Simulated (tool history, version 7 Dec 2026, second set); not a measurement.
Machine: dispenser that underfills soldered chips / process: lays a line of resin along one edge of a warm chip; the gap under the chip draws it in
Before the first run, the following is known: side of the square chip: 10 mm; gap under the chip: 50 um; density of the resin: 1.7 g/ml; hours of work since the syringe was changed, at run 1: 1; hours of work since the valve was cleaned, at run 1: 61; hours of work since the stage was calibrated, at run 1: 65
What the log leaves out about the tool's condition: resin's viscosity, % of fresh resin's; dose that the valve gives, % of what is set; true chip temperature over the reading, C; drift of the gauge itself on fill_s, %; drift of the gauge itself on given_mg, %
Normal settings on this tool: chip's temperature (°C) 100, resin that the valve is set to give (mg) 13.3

run    day  chip's temperature (°C)  resin that the valve is set to give (mg)  hours of work since the syringe was changed  hours of work since the valve was cleaned  hours of work since the stage was calibrated  time until the resin shows at the far edge (s)  resin that the valve gave (mg)
  1      0                      100                                      13.3                                            1                                         61                                            65                                           111.1                           12.86
     0.096  -- dispensing valve cleaned and set on the balance
  2  0.346                      100                                      13.3                                            5                                          4                                            69                                           130.9                           13.35
     0.467  -- new syringe of resin
  3   0.65                      100                                      13.3                                            3                                          8                                            73                                           117.6                           13.16
     0.929  -- new syringe of resin
  4  0.938                      100                                      13.3                                            0                                         12                                            77                                             110                           13.19
  5  1.117                      100                                      14.2                                            3                                         15                                            80                                           117.6                           13.96
     1.392  -- new syringe of resin
  6  1.479                      100                                      14.2                                            1                                         20                                            85                                           113.7                           14.02
  7  1.779                      100                                      11.8                                            6                                         24                                            90                                             136                           11.68
     1.862  -- new syringe of resin
  8  2.138                      100                                      13.6                                            4                                         29                                            95                                           124.9                           13.29
     2.329  -- new syringe of resin
  9  2.458                      100                                      13.6                                            2                                         34                                            99                                           113.6                           13.22
 10    2.7                      100                                      15.1                                            5                                         37                                           103                                           128.6                           14.72
     2.788  -- new syringe of resin
 11  2.892                      100                                      15.1                                            1                                         40                                           105                                           110.7                           14.55
 12  3.071                      100                                      13.3                                            4                                         42                                           108                                           122.9                           12.94
     3.258  -- new syringe of resin
 13  3.362                       97                                      13.3                                            2                                         46                                           112                                           127.9                           12.95
 14  3.667                       97                                      13.3                                            6                                         51                                           116                                           149.1                           12.94
     3.725  -- new syringe of resin
 15  3.833                       97                                      13.3                                            2                                         53                                           119                                           132.4                           12.91
 16  3.988                      100                                      13.3                                            4                                         55                                           121                                           124.9                            12.7
     4.183  -- new syringe of resin
 17  4.321                       93                                      14.5                                            2                                         60                                           126                                           151.3                           13.96
     4.458  -- dispensing valve cleaned and set on the balance
 18  4.621                       86                                      12.4                                            6                                          2                                           129                                           234.3                           12.47
     4.688  -- new syringe of resin
 19  4.971                       90                                      14.2                                            4                                          7                                           134                                           184.5                           14.15
     5.142  -- new syringe of resin
 20  5.225                       94                                      11.6                                            1                                         11                                           138                                           143.2                           11.61

Run 21 comes next. What will it give?
 21  5.583                       94                                      11.6                                            6                                         16                                           143                                               ?                               ?

Run 21 gave time until the resin shows at the far edge (s) 171.7, resin that the valve gave (mg) 11.4.
If the tool had no hidden condition, the same run with the same run-to-run variation would have returned time until the resin shows at the far edge (s) 145, resin that the valve gave (mg) 11.49.

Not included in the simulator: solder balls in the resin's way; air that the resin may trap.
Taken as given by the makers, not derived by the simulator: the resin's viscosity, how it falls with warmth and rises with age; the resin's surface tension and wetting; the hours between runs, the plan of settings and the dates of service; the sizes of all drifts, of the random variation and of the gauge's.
